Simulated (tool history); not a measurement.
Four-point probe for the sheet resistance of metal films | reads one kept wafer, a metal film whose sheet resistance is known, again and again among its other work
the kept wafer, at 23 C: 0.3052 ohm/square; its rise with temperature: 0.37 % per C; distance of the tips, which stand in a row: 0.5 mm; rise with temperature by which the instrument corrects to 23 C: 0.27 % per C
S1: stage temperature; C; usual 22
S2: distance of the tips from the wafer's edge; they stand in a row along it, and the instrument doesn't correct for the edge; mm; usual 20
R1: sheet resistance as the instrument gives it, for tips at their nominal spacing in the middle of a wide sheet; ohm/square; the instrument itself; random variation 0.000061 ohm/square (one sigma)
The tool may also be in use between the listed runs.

run,hour,S1,S2,R1
1,0,22,20,0.305061
2,8.4,22,20,0.305064
3,18.8,22,20,0.304981
4,32.4,22,20,0.305113
5,42.7,22,20,0.305004
6,52.6,22,20,0.305037
7,60.1,22,33,0.304906
8,69.7,22,20,0.304932
9,85.6,19,20,0.304109
10,99.9,19,20,0.304051
11,112.5,19,20,0.304115
12,123,25,20,0.305886
13,131.3,24,9,0.305996
14,143.1,28,66,0.306731
15,158.1,27,24,0.306446
16,174.4,30,5,0.30894
17,184.3,22,20,0.304983
18,195.6,33,41,0.308062
19,206.9,19,41,0.303943
20,216.1,19,41,0.304042
21,230.3,22,5,0.306585
22,244.8,33,20,0.308169
23,259.8,33,20,0.308165
24,275.5,24,18,0.305711

3 ways to go on from here, each from the tool as it stands after run 24. What would each give?
A,284.2,25,6,?
B,284.2,22,5,?
C,284.2,31,20,?

run,R1
A,0.306803
B,0.306652
C,0.307669
Without the tool's hidden state the same runs would have given:
run,R1
A,0.3068
B,0.306649
C,0.307666

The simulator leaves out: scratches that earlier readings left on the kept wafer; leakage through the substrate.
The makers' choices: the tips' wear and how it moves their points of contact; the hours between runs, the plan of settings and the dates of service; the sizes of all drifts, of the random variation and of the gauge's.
